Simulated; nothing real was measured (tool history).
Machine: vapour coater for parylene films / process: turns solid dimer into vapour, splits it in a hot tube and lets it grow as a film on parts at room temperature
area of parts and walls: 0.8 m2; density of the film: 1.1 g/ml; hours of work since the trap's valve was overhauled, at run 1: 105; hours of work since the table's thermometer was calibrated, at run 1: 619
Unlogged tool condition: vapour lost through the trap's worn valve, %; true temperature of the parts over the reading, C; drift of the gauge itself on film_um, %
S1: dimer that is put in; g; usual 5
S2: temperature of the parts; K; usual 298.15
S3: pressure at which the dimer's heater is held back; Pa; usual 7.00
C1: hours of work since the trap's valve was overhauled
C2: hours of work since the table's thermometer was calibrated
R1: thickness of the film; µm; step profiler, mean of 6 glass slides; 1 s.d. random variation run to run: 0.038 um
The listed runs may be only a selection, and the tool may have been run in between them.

Run 1, hour 0.0: usual settings; C1 105; C2 619. Result: R1 3.97 µm.
Run 2, hour 61.6: usual settings but S1 4 g; C1 131; C2 645. Result: R1 3.21 µm.
Run 3, hour 123.3: usual settings but S1 4 g, S3 7.14 Pa; C1 157; C2 671. Result: R1 3.19 µm.
Run 4, hour 202.2: usual settings but S1 4 g, S3 7.14 Pa; C1 190; C2 704. Result: R1 3.29 µm.
At hour 269.7: trap's valve overhauled.
Run 5, hour 270.0: usual settings; C1 0; C2 731. Result: R1 4.03 µm.
Run 6, hour 306.4: usual settings; C1 15; C2 747. Result: R1 4.08 µm.
Run 7, hour 390.6: usual settings; C1 51; C2 782. Result: R1 4.05 µm.
Run 8, hour 445.1: usual settings; C1 74; C2 805. Result: R1 4.02 µm.
Run 9, hour 531.0: usual settings; C1 110; C2 841. Result: R1 4.00 µm.
Run 10, hour 594.9: usual settings; C1 137; C2 868. Result: R1 4.08 µm.
Run 11, hour 676.7: usual settings; C1 172; C2 903. Result: R1 4.06 µm.
At hour 712.8: table's thermometer calibrated.
Run 12, hour 754.8: usual settings; C1 204; C2 18. Result: R1 4.05 µm.
At hour 790.0: trap's valve overhauled.
Run 13, hour 846.1: usual settings but S1 6 g, S2 290.15 K, S3 6.19 Pa; C1 24; C2 55. Result: R1 5.85 µm.
Run 14, hour 912.3: usual settings but S1 6 g, S2 300.15 K, S3 7.71 Pa; C1 52; C2 82. Result: R1 4.59 µm.
Run 15, hour 954.0: usual settings but S1 6 g, S2 300.15 K, S3 7.71 Pa; C1 69; C2 100. Result: R1 4.53 µm.
Run 16, hour 1030.4: usual settings but S1 3 g, S2 304.15 K, S3 2.31 Pa; C1 101; C2 132. Result: R1 2.70 µm.
Run 17, hour 1077.0: usual settings but S1 6 g, S2 297.15 K, S3 6.11 Pa; C1 121; C2 152. Result: R1 5.14 µm.
Run 18, hour 1145.3: usual settings but S1 7 g, S2 306.15 K, S3 2.68 Pa; C1 150; C2 181. Result: R1 5.78 µm.
Run 19, hour 1192.6: usual settings but S1 3 g, S2 305.15 K, S3 5.65 Pa; C1 170; C2 201. Result: R1 2.19 µm.
Run 20, hour 1259.1: usual settings but S1 3 g, S2 302.15 K, S3 3.19 Pa; C1 198; C2 229. Result: R1 2.63 µm.
At hour 1307.1: trap's valve overhauled.
Run 21, hour 1333.7: usual settings but S1 3 g; C1 11; C2 258. Result: R1 2.42 µm.
Run 22, hour 1384.8: usual settings but S1 3 g; C1 33; C2 280. Result: R1 2.46 µm.
Run 23, hour 1455.7: usual settings but S1 3 g, S2 308.15 K; C1 63; C2 310. Result: R1 1.96 µm.
Run 24, hour 1522.2: usual settings but S1 3 g, S2 308.15 K; C1 91; C2 338. Result: R1 1.94 µm.

What if the next run were any one of these 5? Each begins from the tool's condition after run 24:
Run A, hour 1593.0: usual settings but S1 8 g, S2 300.15 K, S3 3.94 Pa; C1 121; C2 368. Result: R1 ?.
Run B, hour 1593.0: usual settings but S1 3 g, S2 308.15 K, S3 2.04 Pa; C1 121; C2 368. Result: R1 ?.
Run C, hour 1593.0: usual settings but S1 2 g, S2 307.15 K, S3 5.95 Pa; C1 121; C2 368. Result: R1 ?.
Run D, hour 1593.0: usual settings but S1 4 g, S2 295.15 K, S3 9.56 Pa; C1 121; C2 368. Result: R1 ?.
Run E, hour 1593.0: usual settings but S1 7 g, S2 290.15 K; C1 121; C2 368. Result: R1 ?.

run    R1
  A  7.00
  B  2.53
  C  1.40
  D  3.24
  E  6.67
With no hidden state in the tool, these same runs would have given:
run    R1
  A  7.01
  B  2.53
  C  1.41
  D  3.25
  E  6.69
